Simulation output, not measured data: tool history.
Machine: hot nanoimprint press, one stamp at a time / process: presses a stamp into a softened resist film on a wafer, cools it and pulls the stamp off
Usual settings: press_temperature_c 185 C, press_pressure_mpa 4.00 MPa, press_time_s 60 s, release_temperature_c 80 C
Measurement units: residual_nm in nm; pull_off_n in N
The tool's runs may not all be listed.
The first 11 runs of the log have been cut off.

{"run": 12, "day": 7.233, "press_temperature_c": 176, "press_pressure_mpa": 4.0, "press_time_s": 60, "release_temperature_c": 80, "residual_nm": 219.2, "pull_off_n": 186}
{"run": 13, "day": 7.804, "press_temperature_c": 193, "press_pressure_mpa": 4.0, "press_time_s": 60, "release_temperature_c": 80, "residual_nm": 127.5, "pull_off_n": 192}
{"run": 14, "day": 8.679, "press_temperature_c": 193, "press_pressure_mpa": 4.0, "press_time_s": 60, "release_temperature_c": 80, "residual_nm": 126.7, "pull_off_n": 191}
{"run": 15, "day": 9.167, "press_temperature_c": 185, "press_pressure_mpa": 4.0, "press_time_s": 85, "release_temperature_c": 80, "residual_nm": 144.4, "pull_off_n": 195}
{"run": 16, "day": 9.808, "press_temperature_c": 181, "press_pressure_mpa": 4.0, "press_time_s": 60, "release_temperature_c": 80, "residual_nm": 185.3, "pull_off_n": 195}
{"run": 17, "day": 10.454, "press_temperature_c": 181, "press_pressure_mpa": 4.0, "press_time_s": 60, "release_temperature_c": 80, "residual_nm": 185.2, "pull_off_n": 192}
{"run": 18, "day": 10.979, "press_temperature_c": 181, "press_pressure_mpa": 5.36, "press_time_s": 60, "release_temperature_c": 88, "residual_nm": 159.4, "pull_off_n": 171}
{"run": 19, "day": 11.425, "press_temperature_c": 181, "press_pressure_mpa": 5.36, "press_time_s": 60, "release_temperature_c": 88, "residual_nm": 158.5, "pull_off_n": 174}
{"run": 20, "day": 11.796, "press_temperature_c": 185, "press_pressure_mpa": 5.58, "press_time_s": 100, "release_temperature_c": 80, "residual_nm": 113.2, "pull_off_n": 199}
{"run": 21, "day": 12.383, "press_temperature_c": 174, "press_pressure_mpa": 3.04, "press_time_s": 54, "release_temperature_c": 80, "residual_nm": 268.4, "pull_off_n": 194}
{"run": 22, "day": 13.138, "press_temperature_c": 188, "press_pressure_mpa": 5.61, "press_time_s": 100, "release_temperature_c": 80, "residual_nm": 100.8, "pull_off_n": 195}
{"run": 23, "day": 13.979, "press_temperature_c": 174, "press_pressure_mpa": 4.0, "press_time_s": 86, "release_temperature_c": 75, "residual_nm": 206.5, "pull_off_n": 211}
{"run": 24, "day": 14.533, "press_temperature_c": 193, "press_pressure_mpa": 5.64, "press_time_s": 60, "release_temperature_c": 85, "residual_nm": 104.9, "pull_off_n": 182}
{"run": 25, "day": 15.021, "press_temperature_c": 193, "press_pressure_mpa": 5.64, "press_time_s": 60, "release_temperature_c": 85, "residual_nm": 104.3, "pull_off_n": 182}

What does the tool deliver on the next run?
{"run": 26, "day": 15.683, "press_temperature_c": 176, "press_pressure_mpa": 4.0, "press_time_s": 67, "release_temperature_c": 66, "residual_nm": "?", "pull_off_n": "?"}

residual_nm: 209.2 nm
pull_off_n: 237 N
Had the tool carried no hidden state, the very same run would have given residual_nm 217.6 nm, pull_off_n 211 N.
